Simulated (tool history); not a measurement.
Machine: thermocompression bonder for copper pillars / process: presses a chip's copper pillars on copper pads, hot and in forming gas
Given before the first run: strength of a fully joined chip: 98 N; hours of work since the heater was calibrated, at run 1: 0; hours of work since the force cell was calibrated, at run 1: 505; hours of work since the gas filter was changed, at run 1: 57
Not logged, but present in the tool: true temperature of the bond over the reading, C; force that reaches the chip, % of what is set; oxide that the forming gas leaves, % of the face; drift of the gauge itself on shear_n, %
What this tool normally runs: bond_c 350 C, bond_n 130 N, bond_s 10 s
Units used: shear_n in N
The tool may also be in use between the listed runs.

run,hour,bond_c,bond_n,bond_s,hours of work since the heater was calibrated,hours of work since the force cell was calibrated,hours of work since the gas filter was changed,shear_n
1,0,350,130,10,0,505,57,53.2
2,44.8,350,130,10,19,524,76,53
3,99.7,350,130,10,42,547,100,52.6
4,192.8,350,130,10,82,587,139,50.2
# hour 220.2: forming gas filter changed
5,281.8,350,130,10,120,625,26,53.4
6,336.7,350,130,10,143,648,50,53.2
7,403.7,350,130,5,172,676,78,39.7
8,475.6,350,130,7,202,707,109,45.3
9,568.4,350,130,7,242,747,148,44.2
# hour 576: forming gas filter changed
10,654.9,350,144,22,278,783,34,71.9
11,703,350,150,18,299,804,54,67.5
12,764.4,353,146,7,325,830,80,52.4
13,812.1,352,181,10,345,850,101,65.4
14,889.2,329,181,9,378,883,133,51.2
# hour 897.7: force cell calibrated
# hour 933.9: forming gas filter changed
15,966.1,376,176,25,410,29,14,90.5
16,1006.1,376,176,25,427,46,31,88.9
17,1076.2,350,101,10,457,76,61,44.4

Hidden state at the last listed run before each entry between runs and at the first one after, where it differs:
Between runs 4 and 5: forming gas filter changed (hour 220.2)
  true temperature of the bond over the reading, C: -1.7 -> -1.8; force that reaches the chip, % of what is set: 95.1 -> 94.8; oxide that the forming gas leaves, % of the face: 4.16 -> 1.13
  measured result minus the result with no hidden state, shear_n: -4.7 -> -3.4 N
Between runs 9 and 10: forming gas filter changed (hour 576)
  true temperature of the bond over the reading, C: -2.4 -> -2.6; force that reaches the chip, % of what is set: 93.9 -> 93.6; oxide that the forming gas leaves, % of the face: 4.06 -> 1.27
  measured result minus the result with no hidden state, shear_n: -5.1 -> -4.3 N
Between runs 14 and 15: force cell calibrated (hour 897.7); forming gas filter changed (hour 933.9)
  true temperature of the bond over the reading, C: -3 -> -3.1; force that reaches the chip, % of what is set: 92.9 -> 98.9; oxide that the forming gas leaves, % of the face: 3.79 -> 0.82
  measured result minus the result with no hidden state, shear_n: -6.1 -> -1.3 N
